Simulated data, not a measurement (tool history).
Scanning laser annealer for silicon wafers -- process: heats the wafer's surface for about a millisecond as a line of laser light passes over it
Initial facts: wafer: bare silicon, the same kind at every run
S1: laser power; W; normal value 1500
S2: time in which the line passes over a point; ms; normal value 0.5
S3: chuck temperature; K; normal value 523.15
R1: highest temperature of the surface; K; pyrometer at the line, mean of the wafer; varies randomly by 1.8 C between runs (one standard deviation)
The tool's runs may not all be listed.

| run | hour | S1 | S2 | S3 | R1 |
|---|---|---|---|---|---|
| 1 | 0 | 1500 | 0.5 | 523.15 | 1229.15 |
| 2 | 37.8 | 1500 | 0.5 | 518.15 | 1219.15 |
|  | 103.7 | window over the wafer cleaned |
| 3 | 115.4 | 1500 | 0.5 | 518.15 | 1243.15 |
| 4 | 163.1 | 1500 | 0.58 | 518.15 | 1308.15 |
| 5 | 219.3 | 1500 | 0.58 | 518.15 | 1303.15 |
|  | 280.6 | optics aligned, line set to its width |
| 6 | 282.6 | 1370 | 0.58 | 518.15 | 1241.15 |
| 7 | 358.4 | 1500 | 0.5 | 523.15 | 1244.15 |
| 8 | 391.9 | 1500 | 0.5 | 523.15 | 1242.15 |
| 9 | 470.9 | 1500 | 0.5 | 523.15 | 1239.15 |
| 10 | 547.3 | 1398 | 0.5 | 523.15 | 1180.15 |
| 11 | 612.2 | 1500 | 0.5 | 523.15 | 1234.15 |
| 12 | 672.5 | 1500 | 0.5 | 523.15 | 1227.15 |
|  | 707.1 | window over the wafer cleaned |
| 13 | 753.5 | 1500 | 0.5 | 523.15 | 1257.15 |
| 14 | 817 | 1500 | 0.587 | 523.15 | 1323.15 |
| 15 | 877.3 | 1500 | 0.587 | 538.15 | 1334.15 |
| 16 | 928.2 | 1500 | 0.587 | 538.15 | 1330.15 |
| 17 | 976.4 | 1323 | 0.587 | 538.15 | 1228.15 |
| 18 | 1044.8 | 1323 | 0.587 | 538.15 | 1223.15 |
| 19 | 1084.9 | 1323 | 0.587 | 538.15 | 1222.15 |
| 20 | 1144.2 | 1323 | 0.587 | 538.15 | 1217.15 |
| 21 | 1192.5 | 1323 | 0.587 | 538.15 | 1214.15 |
| 22 | 1237.8 | 1323 | 0.587 | 538.15 | 1215.15 |
| 23 | 1294.1 | 1323 | 0.587 | 538.15 | 1211.15 |
|  | 1305.5 | window over the wafer cleaned |
| 24 | 1330.7 | 1323 | 0.587 | 538.15 | 1236.15 |
| 25 | 1400.4 | 1306 | 0.587 | 522.15 | 1213.15 |
| 26 | 1476 | 1360 | 0.388 | 560.15 | 1116.15 |
| 27 | 1540.4 | 1615 | 0.566 | 491.15 | 1323.15 |
| 28 | 1598 | 1392 | 0.571 | 558.15 | 1270.15 |
| 29 | 1654.7 | 1599 | 0.368 | 523.15 | 1159.15 |
| 30 | 1688 | 1599 | 0.363 | 554.15 | 1182.15 |
| 31 | 1758.7 | 1599 | 0.363 | 554.15 | 1177.15 |
| 32 | 1818.4 | 1388 | 0.612 | 492.15 | 1218.15 |
| 33 | 1857.2 | 1437 | 0.578 | 492.15 | 1220.15 |
|  | 1904.9 | window over the wafer cleaned |
| 34 | 1933.4 | 1437 | 0.578 | 492.15 | 1246.15 |
| 35 | 2003.5 | 1466 | 0.577 | 496.15 | 1259.15 |
| 36 | 2057.7 | 1315 | 0.608 | 519.15 | 1218.15 |
| 37 | 2105.3 | 1472 | 0.497 | 523.15 | 1222.15 |
| 38 | 2185.8 | 1361 | 0.614 | 558.15 | 1277.15 |
| 39 | 2219.9 | 1500 | 0.374 | 523.15 | 1119.15 |
| 40 | 2262.9 | 1500 | 0.374 | 523.15 | 1120.15 |
| 41 | 2311.3 | 1646 | 0.547 | 490.15 | 1307.15 |

Below are 4 alternative next runs, each starting from the tool's condition after run 41. Predict each:
| A | 2384.2 | 1646 | 0.386 | 532.15 | ? |
| B | 2384.2 | 1646 | 0.547 | 552.15 | ? |
| C | 2384.2 | 1406 | 0.357 | 490.15 | ? |
| D | 2384.2 | 1486 | 0.597 | 509.15 | ? |

| run | R1 |
|---|---|
| A | 1197.15 |
| B | 1364.15 |
| C | 1025.15 |
| D | 1278.15 |
Without the tool's unlogged condition, the same runs would have read:
| run | R1 |
|---|---|
| A | 1231.15 |
| B | 1406.15 |
| C | 1053.15 |
| D | 1317.15 |
